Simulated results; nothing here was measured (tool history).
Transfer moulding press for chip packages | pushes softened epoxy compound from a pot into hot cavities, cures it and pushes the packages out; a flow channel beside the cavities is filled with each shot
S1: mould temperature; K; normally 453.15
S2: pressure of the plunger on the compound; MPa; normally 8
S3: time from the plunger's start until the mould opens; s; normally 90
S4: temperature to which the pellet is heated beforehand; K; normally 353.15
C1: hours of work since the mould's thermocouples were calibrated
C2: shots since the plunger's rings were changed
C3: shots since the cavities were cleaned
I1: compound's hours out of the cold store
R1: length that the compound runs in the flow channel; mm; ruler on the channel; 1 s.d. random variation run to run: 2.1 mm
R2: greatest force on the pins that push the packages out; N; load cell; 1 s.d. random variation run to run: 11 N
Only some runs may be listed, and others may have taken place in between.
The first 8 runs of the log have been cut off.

run,day,S1,S2,S3,S4,C1,C2,C3,I1,R1,R2
9,2.892,446.15,8,90,353.15,232,3338,805,22.9,925,1396
10,3.442,453.15,8,71,353.15,241,3509,976,14.9,937,1662
11,3.796,453.15,8,71,353.15,246,3620,1087,35.6,840,1604
# day 4.104: cavities cleaned with cleaning compound and waxed
12,4.229,453.15,8,71,353.15,252,3736,39,45.4,798,792
13,4.558,453.15,8,71,353.15,257,3839,142,28.4,870,1004
14,4.996,446.15,8,90,353.15,264,3976,279,11.7,975,1172
15,5.254,446.15,8,90,353.15,268,4057,360,38.7,843,1073
16,5.729,446.15,8,90,353.15,276,4204,507,16.2,949,1300
17,6.221,446.15,8,90,353.15,283,4358,661,46.2,811,1272
18,6.692,453.15,9.79,80,348.15,291,4505,808,25.9,968,1222
# day 7.192: plunger's sealing rings changed
19,7.258,453.15,8,90,348.15,298,20,952,25.7,922,930
20,7.804,453.15,8,90,348.15,306,191,1123,43.3,841,974
# day 8.033: cavities cleaned with cleaning compound and waxed
21,8.096,458.15,7.24,90,353.15,310,261,19,39.1,802,409
22,8.467,453.15,8,116,353.15,316,377,135,19.1,948,479
23,9.025,453.15,7.75,75,352.15,324,551,309,33.8,868,1061
24,9.458,453.15,6.56,127,349.15,331,687,445,29,818,593
25,9.929,453.15,6.56,127,349.15,339,834,592,39.4,774,645
26,10.183,453.15,6.25,90,353.15,343,913,671,11.9,870,945
27,10.654,453.15,6.25,90,353.15,350,1059,817,8.8,884,967
28,11.008,460.15,8,125,356.15,355,1170,928,17.1,926,677
29,11.438,447.15,8,88,353.15,362,1304,1062,47.1,837,1432
# day 11.833: cavities cleaned with cleaning compound and waxed
30,12,451.15,7.19,90,360.15,370,1460,52,21.9,886,622

Below are 3 alternative next runs, each starting from the tool's condition after run 30. Predict each:
A,12.267,451.15,7.69,90,360.15,374,1543,135,11.4,?,?
B,12.267,451.15,7.45,97,362.15,374,1543,135,30.9,?,?
C,12.267,449.15,8,83,358.15,374,1543,135,36.7,?,?

run,R1,R2
A,963,712
B,862,569
C,871,886
Stripped of hidden state, with their random variation kept, the same runs would have yielded:
run,R1,R2
A,984,591
B,881,469
C,890,735
